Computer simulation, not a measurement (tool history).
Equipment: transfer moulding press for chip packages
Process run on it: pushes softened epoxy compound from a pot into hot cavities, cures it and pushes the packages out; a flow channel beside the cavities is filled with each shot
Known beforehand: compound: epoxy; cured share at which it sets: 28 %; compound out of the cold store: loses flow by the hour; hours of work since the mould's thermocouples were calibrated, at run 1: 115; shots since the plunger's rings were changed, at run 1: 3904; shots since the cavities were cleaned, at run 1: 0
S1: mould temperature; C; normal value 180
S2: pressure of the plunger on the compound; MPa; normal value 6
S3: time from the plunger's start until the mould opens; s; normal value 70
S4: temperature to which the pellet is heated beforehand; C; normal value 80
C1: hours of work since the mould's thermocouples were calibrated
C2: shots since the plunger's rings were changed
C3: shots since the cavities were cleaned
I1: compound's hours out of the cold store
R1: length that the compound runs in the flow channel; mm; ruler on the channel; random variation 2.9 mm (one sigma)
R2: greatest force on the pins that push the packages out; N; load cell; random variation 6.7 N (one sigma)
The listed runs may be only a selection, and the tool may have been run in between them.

Run 1, hour 0: usual settings; C1 115; C2 3904; C3 0; I1 38.7. Result: R1 513 mm, R2 248 N.
Run 2, hour 55.5: usual settings; C1 149; C2 4697; C3 793; I1 13.4. Result: R1 592 mm, R2 282 N.
At hour 63.6: cavities cleaned with cleaning compound and waxed.
Run 3, hour 103.9: usual settings but S4 87 C; C1 179; C2 5367; C3 576; I1 15.9. Result: R1 585 mm, R2 276 N.
At hour 112.8: plunger's sealing rings changed.
At hour 131.5: cavities cleaned with cleaning compound and waxed.
Run 4, hour 159: usual settings but S4 87 C; C1 210; C2 639; C3 394; I1 15. Result: R1 592 mm, R2 270 N.
At hour 194.5: cavities cleaned with cleaning compound and waxed.
Run 5, hour 195: usual settings but S2 5.8 MPa, S4 87 C; C1 232; C2 1132; C3 7; I1 19.8. Result: R1 564 mm, R2 265 N.
Run 6, hour 239.6: usual settings but S2 5.8 MPa, S4 87 C; C1 260; C2 1768; C3 643; I1 10.4. Result: R1 597 mm, R2 279 N.
At hour 256.6: cavities cleaned with cleaning compound and waxed.
Run 7, hour 279.8: usual settings but S2 5.8 MPa, S4 87 C; C1 284; C2 2321; C3 330; I1 16.2. Result: R1 574 mm, R2 259 N.
Run 8, hour 303.8: usual settings; C1 299; C2 2664; C3 673; I1 22.6. Result: R1 567 mm, R2 277 N.
At hour 320.1: cavities cleaned with cleaning compound and waxed.
Run 9, hour 348.5: usual settings; C1 325; C2 3281; C3 405; I1 23.1. Result: R1 562 mm, R2 265 N.
At hour 380.8: cavities cleaned with cleaning compound and waxed.
Run 10, hour 390.5: usual settings; C1 351; C2 3861; C3 139; I1 19.5. Result: R1 573 mm, R2 271 N.
Run 11, hour 418.5: usual settings; C1 368; C2 4261; C3 539; I1 23.7. Result: R1 559 mm, R2 261 N.
At hour 446.5: cavities cleaned with cleaning compound and waxed.
Run 12, hour 459.1: usual settings but S1 182 C; C1 392; C2 4818; C3 179; I1 25.2. Result: R1 554 mm, R2 236 N.
Run 13, hour 488.7: usual settings but S1 182 C; C1 411; C2 5242; C3 603; I1 45.5. Result: R1 491 mm, R2 216 N.
At hour 505.4: plunger's sealing rings changed.
At hour 510.7: cavities cleaned with cleaning compound and waxed.
At hour 528.3: mould's thermocouples calibrated.
Run 14, hour 543: usual settings but S2 4.67 MPa; C1 9; C2 487; C3 432; I1 23.2. Result: R1 499 mm, R2 274 N.
Run 15, hour 567.7: usual settings but S2 4.67 MPa; C1 25; C2 840; C3 785; I1 9.8. Result: R1 537 mm, R2 281 N.
At hour 577.2: cavities cleaned with cleaning compound and waxed.
Run 16, hour 603.6: usual settings but S2 4.67 MPa; C1 46; C2 1332; C3 377; I1 42.1. Result: R1 447 mm, R2 251 N.
At hour 641.5: cavities cleaned with cleaning compound and waxed.
Run 17, hour 656.6: usual settings but S1 172 C, S2 4.67 MPa, S4 76 C; C1 78; C2 2068; C3 216; I1 22.9. Result: R1 510 mm, R2 470 N.
At hour 705.2: cavities cleaned with cleaning compound and waxed.
Run 18, hour 713.2: usual settings but S1 172 C, S2 4.67 MPa, S3 81 s, S4 87 C; C1 112; C2 2855; C3 115; I1 28.1. Result: R1 492 mm, R2 326 N.
Run 19, hour 741.3: usual settings but S3 59 s, S4 88 C; C1 130; C2 3257; C3 517; I1 29.6. Result: R1 538 mm, R2 383 N.
At hour 769.4: cavities cleaned with cleaning compound and waxed.
Run 20, hour 782.5: usual settings but S1 179 C, S2 5.11 MPa, S4 74 C; C1 154; C2 3822; C3 185; I1 17.8. Result: R1 537 mm, R2 286 N.
At hour 830.3: cavities cleaned with cleaning compound and waxed.
Run 21, hour 830.3: usual settings but S1 179 C, S2 5.11 MPa, S4 74 C; C1 183; C2 4484; C3 0; I1 26.6. Result: R1 506 mm, R2 292 N.
Run 22, hour 875.4: usual settings but S1 182 C, S2 4.78 MPa, S3 55 s, S4 77 C; C1 211; C2 5129; C3 645; I1 39.8. Result: R1 453 mm, R2 404 N.
At hour 892.6: cavities cleaned with cleaning compound and waxed.
At hour 904: plunger's sealing rings changed.
Run 23, hour 922: usual settings but S1 182 C, S2 4.78 MPa, S3 55 s, S4 77 C; C1 238; C2 256; C3 384; I1 36.8. Result: R1 462 mm, R2 389 N.
At hour 958.9: cavities cleaned with cleaning compound and waxed.
Run 24, hour 966: usual settings but S1 182 C, S2 4.78 MPa, S3 55 s, S4 77 C; C1 264; C2 863; C3 100; I1 41.2. Result: R1 452 mm, R2 403 N.
Run 25, hour 996.4: usual settings but S2 6.65 MPa, S3 84 s, S4 85 C; C1 283; C2 1298; C3 535; I1 13. Result: R1 627 mm, R2 209 N.
At hour 1020: cavities cleaned with cleaning compound and waxed.
Run 26, hour 1041.2: usual settings but S2 5.44 MPa, S3 65 s, S4 71 C; C1 310; C2 1917; C3 303; I1 28.2. Result: R1 521 mm, R2 327 N.
At hour 1081.3: cavities cleaned with cleaning compound and waxed.
Run 27, hour 1088.1: usual settings but S1 181 C, S2 5.82 MPa, S3 55 s, S4 72 C; C1 338; C2 2564; C3 96; I1 20.7. Result: R1 564 mm, R2 467 N.

Across each entry between runs, compare the hidden state at the last listed run before it with the hidden state at the first listed run after it:
In the gap between runs 2 and 3: cavities cleaned with cleaning compound and waxed (hour 63.6)
  pressure that reaches the compound, % of what is set: 99.8 -> 99.78; grip of the stained cavities, % over clean ones': 0.9 -> 0.8
In the gap between runs 3 and 4: plunger's sealing rings changed (hour 112.8); cavities cleaned with cleaning compound and waxed (hour 131.5)
  pressure that reaches the compound, % of what is set: 99.78 -> 99.97; grip of the stained cavities, % over clean ones': 0.8 -> 0.5
In the gap between runs 4 and 5: cavities cleaned with cleaning compound and waxed (hour 194.5)
  pressure that reaches the compound, % of what is set: 99.97 -> 99.95; grip of the stained cavities, % over clean ones': 0.5 -> 0.1
In the gap between runs 6 and 7: cavities cleaned with cleaning compound and waxed (hour 256.6)
  pressure that reaches the compound, % of what is set: 99.92 -> 99.9; grip of the stained cavities, % over clean ones': 0.8 -> 0.5
In the gap between runs 8 and 9: cavities cleaned with cleaning compound and waxed (hour 320.1)
  pressure that reaches the compound, % of what is set: 99.89 -> 99.86; grip of the stained cavities, % over clean ones': 0.8 -> 0.6
In the gap between runs 9 and 10: cavities cleaned with cleaning compound and waxed (hour 380.8)
  pressure that reaches the compound, % of what is set: 99.86 -> 99.84; grip of the stained cavities, % over clean ones': 0.6 -> 0.2
In the gap between runs 11 and 12: cavities cleaned with cleaning compound and waxed (hour 446.5)
  pressure that reaches the compound, % of what is set: 99.83 -> 99.8; grip of the stained cavities, % over clean ones': 0.7 -> 0.3
In the gap between runs 13 and 14: plunger's sealing rings changed (hour 505.4); cavities cleaned with cleaning compound and waxed (hour 510.7); mould's thermocouples calibrated (hour 528.3)
  true mould temperature over the reading, C: 0.01 -> 0; pressure that reaches the compound, % of what is set: 99.79 -> 99.97; grip of the stained cavities, % over clean ones': 0.8 -> 0.6
In the gap between runs 15 and 16: cavities cleaned with cleaning compound and waxed (hour 577.2)
  pressure that reaches the compound, % of what is set: 99.96 -> 99.94; grip of the stained cavities, % over clean ones': 0.9 -> 0.6
In the gap between runs 16 and 17: cavities cleaned with cleaning compound and waxed (hour 641.5)
  pressure that reaches the compound, % of what is set: 99.94 -> 99.91; grip of the stained cavities, % over clean ones': 0.6 -> 0.3
In the gap between runs 17 and 18: cavities cleaned with cleaning compound and waxed (hour 705.2)
  true mould temperature over the reading, C: 0 -> 0.01; pressure that reaches the compound, % of what is set: 99.91 -> 99.88; grip of the stained cavities, % over clean ones': 0.3 -> 0.2
In the gap between runs 19 and 20: cavities cleaned with cleaning compound and waxed (hour 769.4)
  pressure that reaches the compound, % of what is set: 99.86 -> 99.83; grip of the stained cavities, % over clean ones': 0.7 -> 0.3
In the gap between runs 20 and 21: cavities cleaned with cleaning compound and waxed (hour 830.3)
  pressure that reaches the compound, % of what is set: 99.83 -> 99.81; grip of the stained cavities, % over clean ones': 0.3 -> 0
In the gap between runs 22 and 23: cavities cleaned with cleaning compound and waxed (hour 892.6); plunger's sealing rings changed (hour 904)
  pressure that reaches the compound, % of what is set: 99.78 -> 99.99; grip of the stained cavities, % over clean ones': 0.8 -> 0.6
In the gap between runs 23 and 24: cavities cleaned with cleaning compound and waxed (hour 958.9)
  pressure that reaches the compound, % of what is set: 99.99 -> 99.97; grip of the stained cavities, % over clean ones': 0.6 -> 0.2
In the gap between runs 25 and 26: cavities cleaned with cleaning compound and waxed (hour 1020)
  pressure that reaches the compound, % of what is set: 99.95 -> 99.92; grip of the stained cavities, % over clean ones': 0.7 -> 0.5
In the gap between runs 26 and 27: cavities cleaned with cleaning compound and waxed (hour 1081.3)
  pressure that reaches the compound, % of what is set: 99.92 -> 99.89; grip of the stained cavities, % over clean ones': 0.5 -> 0.2
